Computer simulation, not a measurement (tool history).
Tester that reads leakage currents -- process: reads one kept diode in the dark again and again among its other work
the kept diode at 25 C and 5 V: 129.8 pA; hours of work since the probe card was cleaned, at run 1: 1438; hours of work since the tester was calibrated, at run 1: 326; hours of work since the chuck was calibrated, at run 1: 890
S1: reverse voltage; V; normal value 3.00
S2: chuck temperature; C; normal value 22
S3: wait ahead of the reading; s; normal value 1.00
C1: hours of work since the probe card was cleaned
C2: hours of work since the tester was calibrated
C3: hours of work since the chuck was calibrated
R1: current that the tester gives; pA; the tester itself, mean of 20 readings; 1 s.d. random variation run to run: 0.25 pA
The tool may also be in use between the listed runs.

run 1 hour=0.0 | S1=3.00 S2=22 S3=1.00 | C1=1438 C2=326 C3=890 | R1=80.26
run 2 hour=29.7 | S1=3.00 S2=22 S3=1.00 | C1=1453 C2=340 C3=905 | R1=80.63
run 3 hour=50.1 | S1=3.00 S2=22 S3=1.00 | C1=1463 C2=350 C3=915 | R1=80.64
run 4 hour=70.0 | S1=3.00 S2=22 S3=1.00 | C1=1473 C2=360 C3=925 | R1=80.34
run 5 hour=88.6 | S1=3.00 S2=22 S3=1.00 | C1=1482 C2=369 C3=934 | R1=80.23
run 6 hour=115.3 | S1=3.00 S2=22 S3=1.00 | C1=1495 C2=382 C3=947 | R1=79.96
run 7 hour=131.4 | S1=3.00 S2=22 S3=1.00 | C1=1503 C2=390 C3=955 | R1=80.57
run 8 hour=147.4 | S1=3.00 S2=22 S3=1.00 | C1=1511 C2=398 C3=963 | R1=79.68
run 9 hour=166.1 | S1=3.00 S2=22 S3=1.00 | C1=1520 C2=407 C3=972 | R1=80.63
run 10 hour=196.0 | S1=3.00 S2=49 S3=1.00 | C1=1535 C2=422 C3=987 | R1=489.66
run 11 hour=220.7 | S1=3.00 S2=49 S3=1.00 | C1=1547 C2=434 C3=999 | R1=490.94
run 12 hour=242.2 | S1=3.00 S2=22 S3=1.00 | C1=1557 C2=444 C3=1009 | R1=80.22
run 13 hour=271.9 | S1=3.00 S2=22 S3=1.00 | C1=1572 C2=459 C3=1024 | R1=80.43
run 14 hour=296.8 | S1=3.00 S2=22 S3=1.03 | C1=1584 C2=471 C3=1036 | R1=80.47
run 15 hour=328.5 | S1=3.00 S2=22 S3=1.03 | C1=1600 C2=487 C3=1052 | R1=80.27
run 16 hour=357.9 | S1=3.00 S2=22 S3=1.00 | C1=1614 C2=501 C3=1066 | R1=80.10
run 17 hour=376.4 | S1=3.00 S2=22 S3=1.64 | C1=1623 C2=510 C3=1075 | R1=80.44
run 18 hour=394.3 | S1=3.00 S2=22 S3=1.00 | C1=1632 C2=519 C3=1084 | R1=80.62
run 19 hour=412.7 | S1=3.00 S2=22 S3=1.00 | C1=1641 C2=528 C3=1093 | R1=80.68
run 20 hour=436.4 | S1=3.00 S2=22 S3=1.00 | C1=1653 C2=540 C3=1105 | R1=80.18
run 21 hour=464.7 | S1=14.15 S2=22 S3=2.84 | C1=1667 C2=554 C3=1119 | R1=182.59
run 22 hour=489.3 | S1=14.15 S2=22 S3=2.84 | C1=1679 C2=566 C3=1131 | R1=183.75
run 23 hour=505.0 | S1=3.00 S2=22 S3=2.42 | C1=1686 C2=574 C3=1138 | R1=79.61
run 24 hour=521.0 | S1=12.07 S2=54 S3=2.42 | C1=1694 C2=581 C3=1146 | R1=1401.04
run 25 hour=540.0 | S1=12.07 S2=54 S3=2.42 | C1=1704 C2=591 C3=1156 | R1=1396.99
run 26 hour=554.9 | S1=12.84 S2=41 S3=1.36 | C1=1711 C2=598 C3=1163 | R1=645.69
run 27 hour=586.2 | S1=12.84 S2=41 S3=1.36 | C1=1726 C2=613 C3=1178 | R1=646.02
run 28 hour=606.4 | S1=1.09 S2=41 S3=7.40 | C1=1736 C2=623 C3=1188 | R1=172.34
run 29 hour=619.8 | S1=3.00 S2=29 S3=0.33 | C1=1743 C2=630 C3=1195 | R1=134.10
run 30 hour=643.2 | S1=8.52 S2=30 S3=0.43 | C1=1754 C2=641 C3=1206 | R1=250.71
run 31 hour=666.2 | S1=8.52 S2=30 S3=0.43 | C1=1766 C2=653 C3=1218 | R1=252.14
run 32 hour=692.9 | S1=8.52 S2=30 S3=0.43 | C1=1779 C2=666 C3=1231 | R1=251.91
run 33 hour=717.0 | S1=8.52 S2=30 S3=0.43 | C1=1790 C2=678 C3=1243 | R1=252.58
run 34 hour=739.0 | S1=8.52 S2=43 S3=0.43 | C1=1801 C2=688 C3=1253 | R1=590.67
run 35 hour=769.1 | S1=1.30 S2=29 S3=1.00 | C1=1816 C2=703 C3=1268 | R1=84.40
run 36 hour=796.0 | S1=1.73 S2=29 S3=1.12 | C1=1829 C2=716 C3=1281 | R1=98.62
run 37 hour=821.9 | S1=1.73 S2=29 S3=1.12 | C1=1842 C2=729 C3=1294 | R1=98.39
run 38 hour=847.0 | S1=1.73 S2=29 S3=1.12 | C1=1854 C2=741 C3=1306 | R1=98.32
run 39 hour=859.8 | S1=1.73 S2=29 S3=1.12 | C1=1861 C2=748 C3=1313 | R1=98.26

Here are 3 independent what-if runs from the current tool condition. What would each one return?
run A hour=882.6 | S1=3.81 S2=32 S3=1.09 | C1=1872 C2=759 C3=1324 | R1=?
run B hour=882.6 | S1=4.02 S2=29 S3=1.12 | C1=1872 C2=759 C3=1324 | R1=?
run C hour=882.6 | S1=12.20 S2=22 S3=1.00 | C1=1872 C2=759 C3=1324 | R1=?

run=A R1=184.85
run=B R1=155.23
run=C R1=171.51
With no hidden state in the tool, these same runs would have given:
run=A R1=184.85
run=B R1=155.23
run=C R1=171.42
